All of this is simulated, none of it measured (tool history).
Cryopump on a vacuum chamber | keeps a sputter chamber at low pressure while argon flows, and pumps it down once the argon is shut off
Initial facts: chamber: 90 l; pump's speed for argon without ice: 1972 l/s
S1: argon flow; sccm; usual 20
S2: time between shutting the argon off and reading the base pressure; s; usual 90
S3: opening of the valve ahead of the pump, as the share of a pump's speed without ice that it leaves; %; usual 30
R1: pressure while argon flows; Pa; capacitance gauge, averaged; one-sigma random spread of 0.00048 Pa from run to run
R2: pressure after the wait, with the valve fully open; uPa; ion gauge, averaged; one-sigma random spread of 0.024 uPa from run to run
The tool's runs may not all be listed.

run   hour  S1   S2  S3      R1    R2
  1    0.0  20   90  30  0.0580  1.38
  2   18.2  20   90  30  0.0573  1.33
  3   33.7  20   90  30  0.0573  1.37
  4   50.5  20   90  30  0.0577  1.43
  5   70.6  20   90  30  0.0581  1.43
  6   80.4  20   90  30  0.0578  1.41
  7  102.6  20   90  30  0.0583  1.46
  8  120.9  20   90  30  0.0572  1.44
  9  139.4  14   90  30  0.0403  1.46
 10  157.6  14   90  30  0.0411  1.44
 11  171.1  14   90  30  0.0410  1.48
 12  182.1  14   90  30  0.0409  1.45
 13  195.0  14   90  30  0.0402  1.47
 14  217.6  20   27  30  0.0581  3.03
 15  234.0  20   22  30  0.0581  3.57
 16  250.5  20   22  30  0.0580  3.61
 17  262.2  25  106  30  0.0719  1.34
 18  280.9  25  106  30  0.0729  1.38
 19  290.4  25  106  30  0.0728  1.34
 20  306.5  17   24  18  0.0815  3.30
 21  328.6  17   24  18  0.0820  3.38
 22  341.2  17   24  18  0.0817  3.33
 23  357.4   9  125  18  0.0429  1.27
 24  375.5  10  230  28  0.0311  1.04
 25  386.4  33  230  38  0.0766  1.06
 26  406.0  15  203  59  0.0229  1.15
 27  420.9  27   90  45  0.0533  1.55
 28  441.2  27   90  45  0.0531  1.51
 29  459.9  11  185  57  0.0174  1.16
 30  475.7  16   46  30  0.0461  2.23
 31  497.4  16   46  30  0.0467  2.16
 32  519.3  19   33  30  0.0560  2.79

Here are 3 independent what-if runs from the current tool condition. What would each one return?
  A  534.2   9  90  20   ?   ?
  B  534.2   8  33  30   ?   ?
  C  534.2  19  46  30   ?   ?

run      R1    R2
  A  0.0387  1.49
  B  0.0235  2.68
  C  0.0562  2.22
Without the tool's unlogged condition, the same runs would have read:
run      R1    R2
  A  0.0380  0.81
  B  0.0228  2.00
  C  0.0547  1.51

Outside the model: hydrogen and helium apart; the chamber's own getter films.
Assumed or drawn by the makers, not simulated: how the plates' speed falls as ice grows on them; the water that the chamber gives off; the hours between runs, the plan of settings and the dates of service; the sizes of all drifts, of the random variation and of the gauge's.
